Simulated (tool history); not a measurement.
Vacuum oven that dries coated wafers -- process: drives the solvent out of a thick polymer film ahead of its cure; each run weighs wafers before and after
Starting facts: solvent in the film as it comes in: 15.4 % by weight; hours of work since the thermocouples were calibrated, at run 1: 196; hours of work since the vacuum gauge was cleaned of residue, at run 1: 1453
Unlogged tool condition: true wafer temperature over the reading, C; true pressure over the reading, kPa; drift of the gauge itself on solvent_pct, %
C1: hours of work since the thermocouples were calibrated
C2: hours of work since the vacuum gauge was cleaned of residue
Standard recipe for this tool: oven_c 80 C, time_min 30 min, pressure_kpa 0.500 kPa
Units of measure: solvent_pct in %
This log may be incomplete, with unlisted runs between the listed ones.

Run 1, hour 0.0: usual settings; C1 196; C2 1453. Result: solvent_pct 1.30 %.
Run 2, hour 43.9: usual settings; C1 230; C2 1488. Result: solvent_pct 1.35 %.
Run 3, hour 83.6: usual settings; C1 261; C2 1519. Result: solvent_pct 1.51 %.
Run 4, hour 110.3: usual settings; C1 282; C2 1540. Result: solvent_pct 1.40 %.
Run 5, hour 151.6: usual settings; C1 315; C2 1572. Result: solvent_pct 1.43 %.
Run 6, hour 201.7: usual settings; C1 354; C2 1612. Result: solvent_pct 1.39 %.
Run 7, hour 259.7: usual settings; C1 400; C2 1657. Result: solvent_pct 1.45 %.
Run 8, hour 298.9: usual settings; C1 431; C2 1688. Result: solvent_pct 1.40 %.
Run 9, hour 350.6: usual settings; C1 471; C2 1729. Result: solvent_pct 1.39 %.
Run 10, hour 405.8: usual settings; C1 515; C2 1772. Result: solvent_pct 1.29 %.
Run 11, hour 446.5: usual settings; C1 547; C2 1804. Result: solvent_pct 1.40 %.
Run 12, hour 504.2: usual settings but oven_c 81 C; C1 592; C2 1850. Result: solvent_pct 1.33 %.
Run 13, hour 541.6: usual settings but oven_c 72 C; C1 622; C2 1879. Result: solvent_pct 3.33 %.
Run 14, hour 580.3: usual settings but oven_c 72 C, time_min 29 min; C1 652; C2 1910. Result: solvent_pct 3.36 %.
Run 15, hour 639.0: usual settings but oven_c 72 C, time_min 29 min, pressure_kpa 1.635 kPa; C1 698; C2 1956. Result: solvent_pct 6.22 %.
Run 16, hour 681.3: usual settings but time_min 17 min, pressure_kpa 1.129 kPa; C1 732; C2 1989. Result: solvent_pct 3.79 %.
Run 17, hour 715.6: usual settings but time_min 19 min, pressure_kpa 0.692 kPa; C1 759; C2 2016. Result: solvent_pct 2.78 %.
Run 18, hour 751.1: usual settings but time_min 19 min, pressure_kpa 0.692 kPa; C1 786; C2 2044. Result: solvent_pct 2.78 %.
Run 19, hour 778.2: usual settings but oven_c 83 C, time_min 19 min, pressure_kpa 0.692 kPa; C1 808; C2 2065. Result: solvent_pct 2.02 %.
Run 20, hour 824.8: usual settings but oven_c 83 C, time_min 19 min, pressure_kpa 0.692 kPa; C1 844; C2 2102. Result: solvent_pct 2.02 %.
Run 21, hour 849.8: usual settings but oven_c 83 C, time_min 19 min, pressure_kpa 0.692 kPa; C1 864; C2 2122. Result: solvent_pct 2.05 %.
Run 22, hour 879.3: usual settings but oven_c 83 C, time_min 29 min, pressure_kpa 0.692 kPa; C1 887; C2 2145. Result: solvent_pct 1.51 %.
Run 23, hour 935.9: usual settings but oven_c 83 C, time_min 29 min, pressure_kpa 0.692 kPa; C1 932; C2 2189. Result: solvent_pct 1.46 %.
Run 24, hour 988.2: usual settings but oven_c 83 C, time_min 29 min, pressure_kpa 0.692 kPa; C1 973; C2 2230. Result: solvent_pct 1.48 %.
Run 25, hour 1036.2: usual settings but oven_c 89 C, time_min 50 min, pressure_kpa 0.692 kPa; C1 1011; C2 2268. Result: solvent_pct 0.97 %.

What if the next run were any one of these 4? Each begins from the tool's condition after run 25:
Run A, hour 1089.8: usual settings but time_min 16 min; C1 1053; C2 2310. Result: solvent_pct ?.
Run B, hour 1089.8: usual settings but oven_c 89 C, time_min 50 min, pressure_kpa 1.270 kPa; C1 1053; C2 2310. Result: solvent_pct ?.
Run C, hour 1089.8: usual settings but oven_c 78 C, time_min 15 min, pressure_kpa 1.984 kPa; C1 1053; C2 2310. Result: solvent_pct ?.
Run D, hour 1089.8: usual settings but oven_c 79 C, time_min 39 min; C1 1053; C2 2310. Result: solvent_pct ?.

run  solvent_pct
  A         2.89
  B         1.82
  C         6.54
  D         1.34
With the hidden condition removed and each run's random variation left untouched, the same runs would have given:
run  solvent_pct
  A         2.84
  B         1.79
  C         6.49
  D         1.30
